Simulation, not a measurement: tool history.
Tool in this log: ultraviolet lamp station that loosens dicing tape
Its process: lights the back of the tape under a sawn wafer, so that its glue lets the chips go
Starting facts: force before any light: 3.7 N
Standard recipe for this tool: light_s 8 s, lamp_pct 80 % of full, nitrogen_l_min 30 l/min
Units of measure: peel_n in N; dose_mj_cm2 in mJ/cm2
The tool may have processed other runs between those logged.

run 1 hour=0 | light_s=8 lamp_pct=80 nitrogen_l_min=30 | peel_n=0.195 dose_mj_cm2=305
run 2 hour=22.6 | light_s=8 lamp_pct=80 nitrogen_l_min=46 | peel_n=0.172 dose_mj_cm2=297
run 3 hour=38.5 | light_s=8 lamp_pct=80 nitrogen_l_min=46 | peel_n=0.177 dose_mj_cm2=299
run 4 hour=68.6 | light_s=5 lamp_pct=80 nitrogen_l_min=46 | peel_n=0.463 dose_mj_cm2=186
run 5 hour=95 | light_s=8 lamp_pct=80 nitrogen_l_min=30 | peel_n=0.209 dose_mj_cm2=293
run 6 hour=115 | light_s=8 lamp_pct=80 nitrogen_l_min=52 | peel_n=0.174 dose_mj_cm2=285
run 7 hour=130.7 | light_s=8 lamp_pct=80 nitrogen_l_min=20 | peel_n=0.253 dose_mj_cm2=283
run 8 hour=150.8 | light_s=9 lamp_pct=80 nitrogen_l_min=30 | peel_n=0.175 dose_mj_cm2=322
run 9 hour=180.5 | light_s=9 lamp_pct=80 nitrogen_l_min=26 | peel_n=0.19 dose_mj_cm2=315
run 10 hour=202.4 | light_s=9 lamp_pct=80 nitrogen_l_min=26 | peel_n=0.202 dose_mj_cm2=312
run 11 hour=228.9 | light_s=8 lamp_pct=86 nitrogen_l_min=30 | peel_n=0.211 dose_mj_cm2=291
run 12 hour=241.3 | light_s=8 lamp_pct=80 nitrogen_l_min=30 | peel_n=0.234 dose_mj_cm2=276
run 13 hour=255.3 | light_s=13 lamp_pct=80 nitrogen_l_min=30 | peel_n=0.094 dose_mj_cm2=439
run 14 hour=281.1 | light_s=8 lamp_pct=70 nitrogen_l_min=30 | peel_n=0.353 dose_mj_cm2=234
run 15 hour=302.7 | light_s=8 lamp_pct=70 nitrogen_l_min=30 | peel_n=0.336 dose_mj_cm2=232
run 16 hour=327.9 | light_s=8 lamp_pct=80 nitrogen_l_min=30 | peel_n=0.265 dose_mj_cm2=262
run 17 hour=353.2 | light_s=8 lamp_pct=80 nitrogen_l_min=30 | peel_n=0.282 dose_mj_cm2=259
-- hour=355.6 window cleaned of glue's vapour
run 18 hour=375.7 | light_s=8 lamp_pct=87 nitrogen_l_min=30 | peel_n=0.273 dose_mj_cm2=256
run 19 hour=397.2 | light_s=8 lamp_pct=87 nitrogen_l_min=30 | peel_n=0.28 dose_mj_cm2=255
-- hour=427.6 window cleaned of glue's vapour, once more
run 20 hour=427.9 | light_s=8 lamp_pct=80 nitrogen_l_min=30 | peel_n=0.205 dose_mj_cm2=298
run 21 hour=452.5 | light_s=8 lamp_pct=80 nitrogen_l_min=30 | peel_n=0.194 dose_mj_cm2=295
run 22 hour=482.7 | light_s=11 lamp_pct=95 nitrogen_l_min=12 | peel_n=0.121 dose_mj_cm2=473
run 23 hour=505.9 | light_s=10 lamp_pct=73 nitrogen_l_min=28 | peel_n=0.163 dose_mj_cm2=329
run 24 hour=530.1 | light_s=10 lamp_pct=73 nitrogen_l_min=28 | peel_n=0.166 dose_mj_cm2=322
run 25 hour=546.4 | light_s=10 lamp_pct=73 nitrogen_l_min=28 | peel_n=0.172 dose_mj_cm2=322
run 26 hour=568.8 | light_s=16 lamp_pct=80 nitrogen_l_min=30 | peel_n=0.085 dose_mj_cm2=556
run 27 hour=584.8 | light_s=8 lamp_pct=77 nitrogen_l_min=9 | peel_n=0.433 dose_mj_cm2=267
run 28 hour=606.3 | light_s=11 lamp_pct=77 nitrogen_l_min=18 | peel_n=0.162 dose_mj_cm2=363
run 29 hour=635.3 | light_s=13 lamp_pct=77 nitrogen_l_min=13 | peel_n=0.139 dose_mj_cm2=424
run 30 hour=658.2 | light_s=13 lamp_pct=77 nitrogen_l_min=13 | peel_n=0.135 dose_mj_cm2=421
run 31 hour=681.1 | light_s=13 lamp_pct=77 nitrogen_l_min=24 | peel_n=0.116 dose_mj_cm2=417
run 32 hour=709.3 | light_s=13 lamp_pct=77 nitrogen_l_min=24 | peel_n=0.108 dose_mj_cm2=406

Run 33 has not been measured yet. What should we expect?
run 33 hour=723.4 | light_s=13 lamp_pct=77 nitrogen_l_min=24 | peel_n=? dose_mj_cm2=?

Run 33 gave peel_n 0.12 N, dose_mj_cm2 407 mJ/cm2.
Minus the tool's unlogged condition, the same run would have read peel_n 0.083 N, dose_mj_cm2 559 mJ/cm2.
